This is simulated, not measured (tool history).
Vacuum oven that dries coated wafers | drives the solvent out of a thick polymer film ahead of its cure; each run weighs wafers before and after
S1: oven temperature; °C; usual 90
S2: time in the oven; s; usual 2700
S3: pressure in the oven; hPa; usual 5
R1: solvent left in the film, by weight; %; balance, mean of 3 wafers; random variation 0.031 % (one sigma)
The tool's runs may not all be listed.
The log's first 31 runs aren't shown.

| run | hour | S1 | S2 | S3 | R1 |
|---|---|---|---|---|---|
| 32 | 287.9 | 102 | 4080 | 10.8 | 0.44 |
| 33 | 298.6 | 102 | 4080 | 10.8 | 0.49 |
| 34 | 309.5 | 100 | 3000 | 14.39 | 0.85 |
| 35 | 321.7 | 100 | 3000 | 14.39 | 0.93 |
| 36 | 329.6 | 100 | 3000 | 14.39 | 0.92 |
| 37 | 340.7 | 90 | 2700 | 7.61 | 3.27 |
| 38 | 353.6 | 91 | 2700 | 7.58 | 2.84 |
| 39 | 363.6 | 90 | 3360 | 5 | 2.05 |
| 40 | 376.2 | 90 | 3360 | 5 | 2.09 |
| 41 | 385 | 90 | 3360 | 5 | 2.12 |
| 42 | 392.5 | 103 | 2520 | 5 | 0.57 |
| 43 | 404 | 86 | 2700 | 5 | 4.56 |
| 44 | 416 | 90 | 2520 | 6.67 | 3.45 |
| 45 | 427.4 | 90 | 2160 | 6.68 | 4.29 |
| 46 | 438.8 | 90 | 2160 | 6.68 | 4.39 |
| 47 | 446 | 90 | 1560 | 5 | 6.14 |

3 ways to go on from here, each from the tool as it stands after run 47. What would each give?
| A | 459.6 | 91 | 2400 | 8.83 | ? |
| B | 459.6 | 90 | 1380 | 5 | ? |
| C | 459.6 | 103 | 2880 | 5 | ? |

| run | R1 |
|---|---|
| A | 3.45 |
| B | 6.9 |
| C | 0.4 |
Without the tool's hidden state the same runs would have given:
| run | R1 |
|---|---|
| A | 3.13 |
| B | 6.55 |
| C | 0.29 |
